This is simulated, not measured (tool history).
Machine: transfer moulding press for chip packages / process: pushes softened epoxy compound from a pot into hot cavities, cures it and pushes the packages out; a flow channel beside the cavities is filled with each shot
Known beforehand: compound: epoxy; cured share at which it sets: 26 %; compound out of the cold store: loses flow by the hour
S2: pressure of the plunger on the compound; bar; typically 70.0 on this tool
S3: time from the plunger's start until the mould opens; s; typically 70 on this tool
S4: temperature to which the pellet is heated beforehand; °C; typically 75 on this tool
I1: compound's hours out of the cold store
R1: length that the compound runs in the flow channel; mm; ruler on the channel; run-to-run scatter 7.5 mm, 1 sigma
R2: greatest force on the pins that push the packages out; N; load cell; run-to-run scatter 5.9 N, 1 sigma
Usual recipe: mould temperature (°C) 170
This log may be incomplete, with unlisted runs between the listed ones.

{"run": 1, "hour": 0.0, "mould temperature (°C)": 170, "S2": 70.0, "S3": 70, "S4": 75, "I1": 35.5, "R1": 852, "R2": 336}
{"run": 2, "hour": 6.4, "mould temperature (°C)": 170, "S2": 70.0, "S3": 70, "S4": 75, "I1": 20.9, "R1": 926, "R2": 351}
{"run": 3, "hour": 11.7, "mould temperature (°C)": 170, "S2": 70.0, "S3": 70, "S4": 71, "I1": 15.9, "R1": 954, "R2": 379}
{"run": 4, "hour": 15.9, "mould temperature (°C)": 170, "S2": 70.0, "S3": 70, "S4": 79, "I1": 13.8, "R1": 937, "R2": 371}
{"run": 5, "hour": 25.2, "mould temperature (°C)": 170, "S2": 70.0, "S3": 70, "S4": 79, "I1": 26.1, "R1": 892, "R2": 392}
{"hour": 29.0, "done": "cavities cleaned with cleaning compound and waxed"}
{"run": 6, "hour": 30.9, "mould temperature (°C)": 170, "S2": 70.0, "S3": 56, "S4": 75, "I1": 47.6, "R1": 808, "R2": 354}
{"run": 7, "hour": 36.1, "mould temperature (°C)": 170, "S2": 70.0, "S3": 70, "S4": 75, "I1": 25.7, "R1": 906, "R2": 267}
{"run": 8, "hour": 41.0, "mould temperature (°C)": 170, "S2": 70.0, "S3": 70, "S4": 75, "I1": 16.0, "R1": 935, "R2": 285}
{"run": 9, "hour": 45.4, "mould temperature (°C)": 165, "S2": 57.2, "S3": 89, "S4": 75, "I1": 37.3, "R1": 777, "R2": 270}
{"run": 10, "hour": 51.4, "mould temperature (°C)": 165, "S2": 56.5, "S3": 89, "S4": 75, "I1": 36.3, "R1": 762, "R2": 291}
{"run": 11, "hour": 57.5, "mould temperature (°C)": 170, "S2": 69.4, "S3": 55, "S4": 80, "I1": 29.5, "R1": 863, "R2": 543}
{"run": 12, "hour": 63.0, "mould temperature (°C)": 170, "S2": 69.4, "S3": 55, "S4": 80, "I1": 24.5, "R1": 909, "R2": 603}
{"run": 13, "hour": 70.8, "mould temperature (°C)": 170, "S2": 70.0, "S3": 70, "S4": 69, "I1": 34.5, "R1": 862, "R2": 360}
{"run": 14, "hour": 75.0, "mould temperature (°C)": 172, "S2": 70.0, "S3": 69, "S4": 84, "I1": 19.9, "R1": 925, "R2": 352}
{"run": 15, "hour": 84.6, "mould temperature (°C)": 172, "S2": 70.0, "S3": 69, "S4": 84, "I1": 14.5, "R1": 941, "R2": 375}

Forecast each of these 4 alternatives for the next run:
{"hour": 86.9, "done": "cavities cleaned with cleaning compound and waxed"}
{"run": "A", "hour": 94.1, "mould temperature (°C)": 175, "S2": 52.5, "S3": 90, "S4": 84, "I1": 13.4, "R1": "?", "R2": "?"}
{"hour": 86.9, "done": "cavities cleaned with cleaning compound and waxed"}
{"run": "B", "hour": 94.1, "mould temperature (°C)": 167, "S2": 70.0, "S3": 70, "S4": 85, "I1": 9.4, "R1": "?", "R2": "?"}
{"hour": 86.9, "done": "cavities cleaned with cleaning compound and waxed"}
{"run": "C", "hour": 94.1, "mould temperature (°C)": 164, "S2": 70.0, "S3": 70, "S4": 75, "I1": 24.5, "R1": "?", "R2": "?"}
{"hour": 86.9, "done": "cavities cleaned with cleaning compound and waxed"}
{"run": "D", "hour": 94.1, "mould temperature (°C)": 174, "S2": 54.4, "S3": 98, "S4": 84, "I1": 26.1, "R1": "?", "R2": "?"}

run=A R1=817 R2=198
run=B R1=977 R2=323
run=C R1=909 R2=382
run=D R1=785 R2=205
What these runs would have given with no unlogged condition in the tool:
run=A R1=863 R2=166
run=B R1=1032 R2=264
run=C R1=960 R2=312
run=D R1=829 R2=172
